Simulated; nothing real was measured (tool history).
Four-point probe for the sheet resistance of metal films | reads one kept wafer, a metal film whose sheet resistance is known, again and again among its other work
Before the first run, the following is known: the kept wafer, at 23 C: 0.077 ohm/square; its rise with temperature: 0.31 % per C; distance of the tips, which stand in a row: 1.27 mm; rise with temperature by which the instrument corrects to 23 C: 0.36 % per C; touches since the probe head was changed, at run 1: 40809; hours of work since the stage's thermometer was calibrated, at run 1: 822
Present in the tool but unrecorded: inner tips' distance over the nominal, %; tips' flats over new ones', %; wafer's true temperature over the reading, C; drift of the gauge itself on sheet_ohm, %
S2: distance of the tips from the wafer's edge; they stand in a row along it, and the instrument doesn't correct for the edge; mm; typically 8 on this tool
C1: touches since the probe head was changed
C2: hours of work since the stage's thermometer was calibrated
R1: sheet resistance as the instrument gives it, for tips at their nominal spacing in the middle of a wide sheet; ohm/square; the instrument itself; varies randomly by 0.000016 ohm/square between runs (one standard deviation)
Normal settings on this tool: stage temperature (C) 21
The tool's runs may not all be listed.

run 1 hour=0.0 | stage_temperature_(C)=21 S2=8 | C1=40809 C2=822 | R1=0.078539
run 2 hour=102.1 | stage_temperature_(C)=21 S2=8 | C1=46897 C2=896 | R1=0.078601
run 3 hour=195.9 | stage_temperature_(C)=21 S2=8 | C1=52491 C2=964 | R1=0.078653
run 4 hour=319.3 | stage_temperature_(C)=21 S2=8 | C1=59846 C2=1053 | R1=0.078702
run 5 hour=423.5 | stage_temperature_(C)=28 S2=8 | C1=66062 C2=1129 | R1=0.078485
run 6 hour=513.3 | stage_temperature_(C)=21 S2=8 | C1=71416 C2=1194 | R1=0.078788
run 7 hour=630.6 | stage_temperature_(C)=21 S2=8 | C1=78408 C2=1279 | R1=0.078877
run 8 hour=750.9 | stage_temperature_(C)=21 S2=8 | C1=85578 C2=1366 | R1=0.078910
run 9 hour=874.6 | stage_temperature_(C)=21 S2=8 | C1=92954 C2=1456 | R1=0.078971
run 10 hour=976.9 | stage_temperature_(C)=21 S2=8 | C1=99057 C2=1530 | R1=0.079010
run 11 hour=1084.6 | stage_temperature_(C)=21 S2=8 | C1=105478 C2=1608 | R1=0.079068
run 12 hour=1192.0 | stage_temperature_(C)=21 S2=8 | C1=111885 C2=1685 | R1=0.079120
-- hour=1314.3 new probe head fitted
run 13 hour=1321.5 | stage_temperature_(C)=29 S2=75 | C1=425 C2=1778 | R1=0.076426
run 14 hour=1386.8 | stage_temperature_(C)=19 S2=38 | C1=4324 C2=1826 | R1=0.076863
-- hour=1397.1 stage's thermometer calibrated
run 15 hour=1468.9 | stage_temperature_(C)=20 S2=17 | C1=9185 C2=52 | R1=0.077072
run 16 hour=1597.4 | stage_temperature_(C)=20 S2=17 | C1=16851 C2=145 | R1=0.077155
run 17 hour=1701.5 | stage_temperature_(C)=20 S2=17 | C1=23054 C2=220 | R1=0.077141
run 18 hour=1802.1 | stage_temperature_(C)=20 S2=17 | C1=29055 C2=293 | R1=0.077202
run 19 hour=1856.2 | stage_temperature_(C)=20 S2=17 | C1=32279 C2=332 | R1=0.077237
run 20 hour=1976.3 | stage_temperature_(C)=28 S2=6 | C1=39442 C2=419 | R1=0.078576
run 21 hour=2034.0 | stage_temperature_(C)=21 S2=4 | C1=42878 C2=461 | R1=0.081045
run 22 hour=2138.4 | stage_temperature_(C)=21 S2=6 | C1=49105 C2=537 | R1=0.078903
-- hour=2197.6 stage's thermometer calibrated, once more
run 23 hour=2254.6 | stage_temperature_(C)=20 S2=3 | C1=56006 C2=41 | R1=0.084074

5 options for the next run, each taken on its own from the tool as it stands now. Forecast them:
run A hour=2310.0 | stage_temperature_(C)=19 S2=8 | C1=59306 C2=81 | R1=?
run B hour=2310.0 | stage_temperature_(C)=19 S2=18 | C1=59306 C2=81 | R1=?
run C hour=2310.0 | stage_temperature_(C)=21 S2=5 | C1=59306 C2=81 | R1=?
run D hour=2310.0 | stage_temperature_(C)=25 S2=27 | C1=59306 C2=81 | R1=?
run E hour=2310.0 | stage_temperature_(C)=34 S2=5 | C1=59306 C2=81 | R1=?

run=A R1=0.078441
run=B R1=0.077639
run=C R1=0.079920
run=D R1=0.077263
run=E R1=0.079424
Take away the tool's hidden state, keep each run's random variation, and the runs would have read:
run=A R1=0.078187
run=B R1=0.077388
run=C R1=0.079662
run=D R1=0.077013
run=E R1=0.079168

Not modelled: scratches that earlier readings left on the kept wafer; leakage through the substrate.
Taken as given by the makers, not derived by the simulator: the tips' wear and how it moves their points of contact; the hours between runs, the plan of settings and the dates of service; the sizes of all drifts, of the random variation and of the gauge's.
